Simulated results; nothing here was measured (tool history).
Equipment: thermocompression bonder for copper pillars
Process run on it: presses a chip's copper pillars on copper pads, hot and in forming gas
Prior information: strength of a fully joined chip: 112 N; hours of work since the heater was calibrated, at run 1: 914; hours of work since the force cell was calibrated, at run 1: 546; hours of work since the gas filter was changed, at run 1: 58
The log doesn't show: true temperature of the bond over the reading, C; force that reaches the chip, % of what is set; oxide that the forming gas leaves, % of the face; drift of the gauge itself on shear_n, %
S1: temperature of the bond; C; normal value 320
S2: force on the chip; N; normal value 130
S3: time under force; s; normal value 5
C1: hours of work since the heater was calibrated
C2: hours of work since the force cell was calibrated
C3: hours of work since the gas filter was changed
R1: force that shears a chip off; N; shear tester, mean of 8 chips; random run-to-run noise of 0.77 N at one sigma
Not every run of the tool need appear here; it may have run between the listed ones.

{"run": 1, "day": 0.0, "S1": 320, "S2": 130, "S3": 5, "C1": 914, "C2": 546, "C3": 58, "R1": 48.9}
{"run": 2, "day": 1.025, "S1": 320, "S2": 130, "S3": 5, "C1": 925, "C2": 557, "C3": 68, "R1": 48.1}
{"day": 1.633, "done": "heater calibrated with a thermocouple chip"}
{"run": 3, "day": 2.621, "S1": 320, "S2": 130, "S3": 5, "C1": 10, "C2": 572, "C3": 83, "R1": 57.1}
{"run": 4, "day": 4.321, "S1": 320, "S2": 130, "S3": 5, "C1": 27, "C2": 589, "C3": 100, "R1": 56.5}
{"run": 5, "day": 5.604, "S1": 320, "S2": 142, "S3": 5, "C1": 40, "C2": 602, "C3": 113, "R1": 59.4}
{"run": 6, "day": 7.392, "S1": 320, "S2": 142, "S3": 5, "C1": 58, "C2": 620, "C3": 131, "R1": 57.6}
{"run": 7, "day": 9.233, "S1": 306, "S2": 108, "S3": 3, "C1": 76, "C2": 638, "C3": 150, "R1": 32.8}
{"run": 8, "day": 10.517, "S1": 306, "S2": 108, "S3": 3, "C1": 89, "C2": 651, "C3": 163, "R1": 32.4}
{"run": 9, "day": 11.55, "S1": 329, "S2": 90, "S3": 12, "C1": 100, "C2": 661, "C3": 173, "R1": 60.3}
{"run": 10, "day": 13.171, "S1": 310, "S2": 177, "S3": 6, "C1": 116, "C2": 678, "C3": 189, "R1": 61.4}
{"run": 11, "day": 14.188, "S1": 310, "S2": 177, "S3": 6, "C1": 126, "C2": 688, "C3": 199, "R1": 59.7}

Forecast each of these 4 alternatives for the next run:
{"run": "A", "day": 16.233, "S1": 310, "S2": 177, "S3": 8, "C1": 147, "C2": 709, "C3": 220, "R1": "?"}
{"run": "B", "day": 16.233, "S1": 320, "S2": 130, "S3": 3, "C1": 147, "C2": 709, "C3": 220, "R1": "?"}
{"run": "C", "day": 16.233, "S1": 344, "S2": 105, "S3": 5, "C1": 147, "C2": 709, "C3": 220, "R1": "?"}
{"run": "D", "day": 16.233, "S1": 310, "S2": 101, "S3": 6, "C1": 147, "C2": 709, "C3": 220, "R1": "?"}

run=A R1=66.9
run=B R1=42.9
run=C R1=56.4
run=D R1=41.4
Take away the tool's hidden state, keep each run's random variation, and the runs would have read:
run=A R1=75.4
run=B R1=48.7
run=C R1=63.7
run=D R1=47.1
